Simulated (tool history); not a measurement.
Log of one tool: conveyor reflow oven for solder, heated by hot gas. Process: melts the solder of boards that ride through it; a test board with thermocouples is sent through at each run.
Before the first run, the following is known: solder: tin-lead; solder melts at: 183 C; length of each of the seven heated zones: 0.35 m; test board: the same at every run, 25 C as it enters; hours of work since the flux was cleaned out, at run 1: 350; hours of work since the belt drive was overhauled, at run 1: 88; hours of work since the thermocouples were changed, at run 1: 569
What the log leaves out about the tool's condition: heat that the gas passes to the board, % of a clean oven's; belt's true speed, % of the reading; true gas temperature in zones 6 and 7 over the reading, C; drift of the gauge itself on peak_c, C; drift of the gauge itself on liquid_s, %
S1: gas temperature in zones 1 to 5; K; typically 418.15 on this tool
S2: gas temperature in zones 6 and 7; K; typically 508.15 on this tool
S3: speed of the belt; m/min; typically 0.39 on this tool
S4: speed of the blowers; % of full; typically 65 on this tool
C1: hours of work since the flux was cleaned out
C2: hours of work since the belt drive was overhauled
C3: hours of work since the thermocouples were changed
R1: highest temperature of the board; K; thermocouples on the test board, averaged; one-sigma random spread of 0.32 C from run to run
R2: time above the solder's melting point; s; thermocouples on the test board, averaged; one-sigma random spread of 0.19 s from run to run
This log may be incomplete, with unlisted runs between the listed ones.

run 1 hour=0 | S1=418.15 S2=508.15 S3=0.39 S4=65 | C1=350 C2=88 C3=569 | R1=494.25 R2=89.2
run 2 hour=11.1 | S1=418.15 S2=508.15 S3=0.39 S4=65 | C1=356 C2=95 C3=576 | R1=494.15 R2=89.4
run 3 hour=18.2 | S1=418.15 S2=508.15 S3=0.39 S4=65 | C1=361 C2=99 C3=580 | R1=494.55 R2=89.4
run 4 hour=26 | S1=418.15 S2=508.15 S3=0.39 S4=65 | C1=365 C2=103 C3=584 | R1=494.15 R2=89.5
run 5 hour=34.9 | S1=418.15 S2=505.15 S3=0.39 S4=65 | C1=370 C2=109 C3=590 | R1=491.35 R2=86.8
run 6 hour=43.5 | S1=418.15 S2=505.15 S3=0.39 S4=65 | C1=375 C2=114 C3=595 | R1=491.35 R2=86.4
run 7 hour=53.8 | S1=418.15 S2=508.15 S3=0.39 S4=51 | C1=381 C2=120 C3=601 | R1=492.15 R2=86.9
run 8 hour=63.8 | S1=418.15 S2=508.15 S3=0.39 S4=51 | C1=387 C2=126 C3=607 | R1=492.45 R2=86.8
run 9 hour=73.1 | S1=418.15 S2=508.15 S3=0.373 S4=51 | C1=393 C2=131 C3=612 | R1=493.45 R2=92.5
run 10 hour=79.5 | S1=418.15 S2=508.15 S3=0.373 S4=51 | C1=396 C2=135 C3=616 | R1=493.35 R2=92.4
run 11 hour=86.5 | S1=418.15 S2=508.15 S3=0.373 S4=51 | C1=401 C2=139 C3=620 | R1=493.35 R2=92.6
run 12 hour=91.2 | S1=418.15 S2=508.15 S3=0.39 S4=65 | C1=403 C2=142 C3=623 | R1=493.55 R2=89.3
-- hour=99.1 flux residue cleaned out of gas plates and filters
run 13 hour=102.9 | S1=418.15 S2=508.15 S3=0.39 S4=65 | C1=2 C2=146 C3=626 | R1=496.35 R2=92.5
run 14 hour=114.1 | S1=418.15 S2=508.15 S3=0.39 S4=65 | C1=9 C2=152 C3=633 | R1=496.15 R2=92.2
run 15 hour=125.5 | S1=418.15 S2=508.15 S3=0.39 S4=65 | C1=15 C2=159 C3=640 | R1=495.85 R2=92.1
run 16 hour=134.6 | S1=418.15 S2=522.15 S3=0.39 S4=65 | C1=21 C2=164 C3=645 | R1=509.55 R2=101.3
run 17 hour=141.5 | S1=423.15 S2=522.15 S3=0.345 S4=65 | C1=25 C2=168 C3=649 | R1=512.75 R2=119.6
run 18 hour=148.7 | S1=423.15 S2=522.15 S3=0.345 S4=65 | C1=29 C2=172 C3=653 | R1=512.75 R2=119.5
run 19 hour=155.3 | S1=423.15 S2=522.15 S3=0.345 S4=65 | C1=33 C2=176 C3=657 | R1=511.85 R2=119.4
run 20 hour=166.1 | S1=423.15 S2=522.15 S3=0.345 S4=65 | C1=39 C2=182 C3=663 | R1=512.25 R2=119.6

The next listed run, before its measurement:
run 21 hour=176.2 | S1=423.15 S2=511.15 S3=0.345 S4=82 | C1=45 C2=188 C3=669 | R1=? R2=?

Run 21 produced R1 503.65 K, R2 114 s.
With the hidden condition absent and the run-to-run variation left alone, this run would have shown R1 505.15 K, R2 114.1 s.
